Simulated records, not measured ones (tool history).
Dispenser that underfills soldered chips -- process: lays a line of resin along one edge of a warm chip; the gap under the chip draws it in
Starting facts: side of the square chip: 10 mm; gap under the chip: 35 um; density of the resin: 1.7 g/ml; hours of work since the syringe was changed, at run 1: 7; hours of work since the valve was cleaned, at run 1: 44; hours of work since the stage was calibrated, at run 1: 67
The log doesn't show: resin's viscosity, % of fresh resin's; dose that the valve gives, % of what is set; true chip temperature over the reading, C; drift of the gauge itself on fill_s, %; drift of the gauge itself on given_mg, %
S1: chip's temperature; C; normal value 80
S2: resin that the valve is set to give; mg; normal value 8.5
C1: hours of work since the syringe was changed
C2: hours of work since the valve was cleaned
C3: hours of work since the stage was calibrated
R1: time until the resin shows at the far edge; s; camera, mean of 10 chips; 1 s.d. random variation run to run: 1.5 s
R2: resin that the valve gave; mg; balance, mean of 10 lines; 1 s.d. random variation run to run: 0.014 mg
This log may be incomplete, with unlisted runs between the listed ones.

run 1 hour=0 | S1=80 S2=8.5 | C1=7 C2=44 C3=67 | R1=260.4 R2=8.36
-- hour=1.4 new syringe of resin
run 2 hour=8.4 | S1=80 S2=8.5 | C1=4 C2=49 C3=72 | R1=196.1 R2=8.35
run 3 hour=13 | S1=80 S2=8.5 | C1=7 C2=52 C3=74 | R1=250 R2=8.33
-- hour=14.7 new syringe of resin
run 4 hour=17 | S1=92 S2=8.5 | C1=1 C2=54 C3=77 | R1=88.6 R2=8.35
run 5 hour=22.9 | S1=92 S2=8.5 | C1=5 C2=58 C3=80 | R1=117.4 R2=8.34
-- hour=27.9 new syringe of resin
run 6 hour=30.8 | S1=92 S2=8.5 | C1=2 C2=63 C3=85 | R1=89.8 R2=8.31
run 7 hour=36 | S1=67 S2=8.5 | C1=5 C2=66 C3=88 | R1=418.1 R2=8.29
-- hour=41.1 new syringe of resin
run 8 hour=42.3 | S1=80 S2=7.86 | C1=1 C2=69 C3=92 | R1=151.4 R2=7.68
run 9 hour=46.9 | S1=80 S2=7.86 | C1=4 C2=72 C3=95 | R1=190 R2=7.68
run 10 hour=52 | S1=80 S2=7.86 | C1=7 C2=75 C3=98 | R1=247.1 R2=7.65
-- hour=54.2 new syringe of resin
run 11 hour=56.3 | S1=80 S2=7.86 | C1=1 C2=78 C3=100 | R1=159.5 R2=7.65
run 12 hour=63.6 | S1=80 S2=7.86 | C1=6 C2=82 C3=105 | R1=228.2 R2=7.62
-- hour=67.5 new syringe of resin
run 13 hour=71.3 | S1=80 S2=7.86 | C1=2 C2=87 C3=109 | R1=171.3 R2=7.61
run 14 hour=75.2 | S1=75 S2=9.03 | C1=5 C2=89 C3=112 | R1=260.6 R2=8.76
run 15 hour=78.9 | S1=66 S2=8.2 | C1=7 C2=92 C3=114 | R1=525.4 R2=7.94
-- hour=80.5 new syringe of resin
-- hour=84.9 dispensing valve cleaned and set on the balance
run 16 hour=86.8 | S1=66 S2=8.2 | C1=3 C2=1 C3=118 | R1=394.4 R2=8.19
run 17 hour=93.9 | S1=66 S2=8.2 | C1=8 C2=6 C3=122 | R1=547.6 R2=8.18
-- hour=94.6 new syringe of resin
run 18 hour=98.9 | S1=80 S2=8.08 | C1=3 C2=8 C3=125 | R1=172.8 R2=8.06
run 19 hour=102.9 | S1=80 S2=8.78 | C1=5 C2=11 C3=128 | R1=207.5 R2=8.73

Predict the results of run 20:
-- hour=107.8 new syringe of resin
run 20 hour=110.4 | S1=85 S2=7.7 | C1=2 C2=15 C3=132 | R1=? R2=?

{"run 20": {"R1": 126.9, "R2": 7.67}}
With the hidden condition absent and the run-to-run variation left alone, this run would have shown R1 116.5 s, R2 7.71 mg.

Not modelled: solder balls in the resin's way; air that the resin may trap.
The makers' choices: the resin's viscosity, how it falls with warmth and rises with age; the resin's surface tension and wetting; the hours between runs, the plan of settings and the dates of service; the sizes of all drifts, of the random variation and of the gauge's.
